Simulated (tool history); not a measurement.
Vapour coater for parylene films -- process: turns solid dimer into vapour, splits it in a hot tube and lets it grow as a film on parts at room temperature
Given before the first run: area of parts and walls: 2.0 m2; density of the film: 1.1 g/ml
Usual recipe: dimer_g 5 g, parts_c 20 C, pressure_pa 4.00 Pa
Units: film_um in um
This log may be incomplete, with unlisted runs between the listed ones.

{"run": 1, "hour": 0.0, "dimer_g": 5, "parts_c": 20, "pressure_pa": 4.0, "film_um": 1.577}
{"run": 2, "hour": 12.3, "dimer_g": 5, "parts_c": 20, "pressure_pa": 4.0, "film_um": 1.592}
{"run": 3, "hour": 20.1, "dimer_g": 2, "parts_c": 20, "pressure_pa": 4.0, "film_um": 0.631}
{"run": 4, "hour": 31.2, "dimer_g": 2, "parts_c": 20, "pressure_pa": 4.0, "film_um": 0.646}
{"run": 5, "hour": 45.5, "dimer_g": 2, "parts_c": 20, "pressure_pa": 4.0, "film_um": 0.637}
{"run": 6, "hour": 62.9, "dimer_g": 2, "parts_c": 20, "pressure_pa": 4.0, "film_um": 0.652}
{"run": 7, "hour": 80.0, "dimer_g": 2, "parts_c": 20, "pressure_pa": 4.0, "film_um": 0.647}
{"run": 8, "hour": 88.3, "dimer_g": 5, "parts_c": 20, "pressure_pa": 4.0, "film_um": 1.615}
{"run": 9, "hour": 100.1, "dimer_g": 5, "parts_c": 20, "pressure_pa": 4.0, "film_um": 1.601}
{"run": 10, "hour": 113.1, "dimer_g": 3, "parts_c": 20, "pressure_pa": 4.0, "film_um": 0.961}
{"run": 11, "hour": 122.4, "dimer_g": 5, "parts_c": 16, "pressure_pa": 4.0, "film_um": 1.716}
{"run": 12, "hour": 138.2, "dimer_g": 5, "parts_c": 16, "pressure_pa": 3.34, "film_um": 1.74}
{"run": 13, "hour": 151.7, "dimer_g": 5, "parts_c": 20, "pressure_pa": 10.3, "film_um": 1.471}
{"run": 14, "hour": 165.7, "dimer_g": 5, "parts_c": 20, "pressure_pa": 10.3, "film_um": 1.467}
{"hour": 181.0, "done": "trap's valve overhauled"}
{"run": 15, "hour": 187.2, "dimer_g": 4, "parts_c": 22, "pressure_pa": 4.0, "film_um": 1.257}
{"run": 16, "hour": 204.8, "dimer_g": 4, "parts_c": 22, "pressure_pa": 7.1, "film_um": 1.19}
{"run": 17, "hour": 219.0, "dimer_g": 7, "parts_c": 22, "pressure_pa": 6.61, "film_um": 2.121}

What will run 18 give?
{"run": 18, "hour": 235.5, "dimer_g": 7, "parts_c": 22, "pressure_pa": 6.61, "film_um": "?"}

film_um: 2.101 um
Were there no unlogged condition in the tool, this run, its random variation unchanged, would have produced film_um 2.050 um.
